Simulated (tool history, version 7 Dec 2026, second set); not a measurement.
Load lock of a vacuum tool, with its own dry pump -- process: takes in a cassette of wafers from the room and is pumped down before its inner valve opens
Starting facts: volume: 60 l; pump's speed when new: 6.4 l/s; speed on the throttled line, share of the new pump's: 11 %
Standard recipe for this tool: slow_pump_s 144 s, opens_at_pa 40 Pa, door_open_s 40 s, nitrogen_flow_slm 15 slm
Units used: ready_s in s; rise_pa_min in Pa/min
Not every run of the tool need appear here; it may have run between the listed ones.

run	day	slow_pump_s	opens_at_pa	door_open_s	nitrogen_flow_slm	incoming humidity of the room's air, %	ready_s	rise_pa_min
1	0	144	40	40	15	43.5	210	0.037
2	19.292	144	40	40	15	43.6	209.4	0.037
3	36.483	144	40	105	15	45.2	210.4	0.054
4	53.512	92	40	40	15	46.7	166.6	0.05
5	75.467	255	40	40	15	45.3	308.1	0.051
6	89.475	144	78	40	15	48	205.5	0.056
7	103.908	144	69	65	21	45.5	206.3	0.056
8	113.971	97	40	40	29	47	173.6	0.048
9	134.508	97	40	40	29	44.8	174.2	0.055
10	155.321	144	75	191	6	47.6	208.1	0.102
11	175.629	144	40	40	4	42.8	216.2	0.081
12	188.917	144	32	152	6	41.5	217.8	0.097

5 ways to go on from here, each from the tool as it stands after run 12. What would each give?
A	209.567	134	32	152	6	44	?	?
B	209.567	144	32	114	6	49.4	?	?
C	209.567	144	40	48	15	46.1	?	?
D	209.567	262	68	40	15	44.7	?	?
E	209.567	97	40	139	9	47.2	?	?

run	ready_s	rise_pa_min
A	211	0.106
B	219.8	0.109
C	217.1	0.085
D	311.6	0.074
E	178.8	0.105
With the hidden condition removed and each run's random variation left untouched, the same runs would have given:
run	ready_s	rise_pa_min
A	193.5	0.052
B	202.7	0.056
C	200.7	0.032
D	300.6	0.021
E	160.7	0.051

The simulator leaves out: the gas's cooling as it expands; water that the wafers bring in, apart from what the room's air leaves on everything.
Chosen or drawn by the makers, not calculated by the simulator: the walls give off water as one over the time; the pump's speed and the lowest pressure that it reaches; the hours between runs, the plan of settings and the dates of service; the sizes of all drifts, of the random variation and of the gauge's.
